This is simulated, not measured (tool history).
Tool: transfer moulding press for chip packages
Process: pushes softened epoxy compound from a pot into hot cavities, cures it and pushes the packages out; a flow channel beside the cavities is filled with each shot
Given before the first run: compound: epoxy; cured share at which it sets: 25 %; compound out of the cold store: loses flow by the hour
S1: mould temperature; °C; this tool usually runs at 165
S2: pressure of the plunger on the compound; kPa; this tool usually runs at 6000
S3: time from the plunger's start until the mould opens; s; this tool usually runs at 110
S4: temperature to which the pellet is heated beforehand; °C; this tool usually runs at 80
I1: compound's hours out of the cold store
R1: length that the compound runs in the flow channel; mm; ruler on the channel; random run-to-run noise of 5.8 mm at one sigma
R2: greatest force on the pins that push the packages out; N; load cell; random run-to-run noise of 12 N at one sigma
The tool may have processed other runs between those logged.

run   hour   S1    S2   S3  S4    I1   R1    R2
  1    0.0  165  6000  110  80  15.2  577   680
  2   28.2  165  6000  110  80  34.3  509   827
      45.3  -- cavities cleaned with cleaning compound and waxed
  3   59.6  165  6000  110  80  32.6  509   706
      99.4  -- cavities cleaned with cleaning compound and waxed
  4  102.2  165  6000  110  80  44.1  475   562
  5  126.7  165  6000  110  80  29.8  513   833
     153.2  -- cavities cleaned with cleaning compound and waxed
  6  165.5  165  6000  100  80  23.7  523   803
  7  190.4  165  6000  100  80  38.0  480  1022
     208.3  -- cavities cleaned with cleaning compound and waxed
  8  231.3  165  6000  100  80  24.5  523   893
     262.2  -- cavities cleaned with cleaning compound and waxed
  9  263.4  165  6000  110  80  24.1  521   579
 10  282.6  165  6000  110  80  32.3  492   747
 11  307.5  165  6000  110  80  34.2  479   868
     316.3  -- cavities cleaned with cleaning compound and waxed
 12  335.8  165  6000  134  80  23.3  509   620
 13  361.5  165  6000  134  80  41.1  470   719
     369.8  -- cavities cleaned with cleaning compound and waxed
 14  391.5  168  6000  110  80  38.7  470   635
     424.0  -- cavities cleaned with cleaning compound and waxed
 15  426.2  164  6610   98  78  12.8  560   792
     446.3  -- plunger's sealing rings changed
 16  449.2  164  4680   98  79  29.5  502   975
     481.6  -- cavities cleaned with cleaning compound and waxed
 17  481.6  164  4680  116  79  17.3  526   513
 18  512.5  164  4680  116  81  43.2  460   776
     534.8  -- cavities cleaned with cleaning compound and waxed
 19  536.7  168  6000  110  88  34.8  527   506
 20  571.7  168  6000  110  88  20.3  565   754
     590.0  -- cavities cleaned with cleaning compound and waxed
 21  616.7  165  6000  135  86  25.8  561   645
     644.2  -- cavities cleaned with cleaning compound and waxed
 22  644.7  165  6000  135  86  36.1  516   446
 23  684.3  165  6660  135  78  13.0  619   697
     698.1  -- cavities cleaned with cleaning compound and waxed
 24  719.2  172  6660  135  78  19.8  581   581
     752.7  -- cavities cleaned with cleaning compound and waxed
 25  765.0  172  6660  135  78  14.7  592   536
     773.2  -- mould's thermocouples calibrated
 26  803.6  164  6000  112  80  25.0  543  1002
     809.5  -- cavities cleaned with cleaning compound and waxed
 27  833.5  164  4720  147  80  31.9  464   639
 28  856.2  162  7390  126  80  41.0  549   851

Below are 3 alternative next runs, each starting from the tool's condition after run 28. Predict each:
     865.0  -- cavities cleaned with cleaning compound and waxed
  A  882.2  162  7390  122  72  29.0   ?   ?
     865.0  -- cavities cleaned with cleaning compound and waxed
  B  882.2  167  5110  110  78  19.3   ?   ?
     865.0  -- cavities cleaned with cleaning compound and waxed
  C  882.2  165  5900   95  73  47.2   ?   ?

run   R1   R2
  A  588  762
  B  510  723
  C  460  969
Had the tool no hidden state, the same runs would have come out as:
run   R1   R2
  A  633  553
  B  549  526
  C  495  699
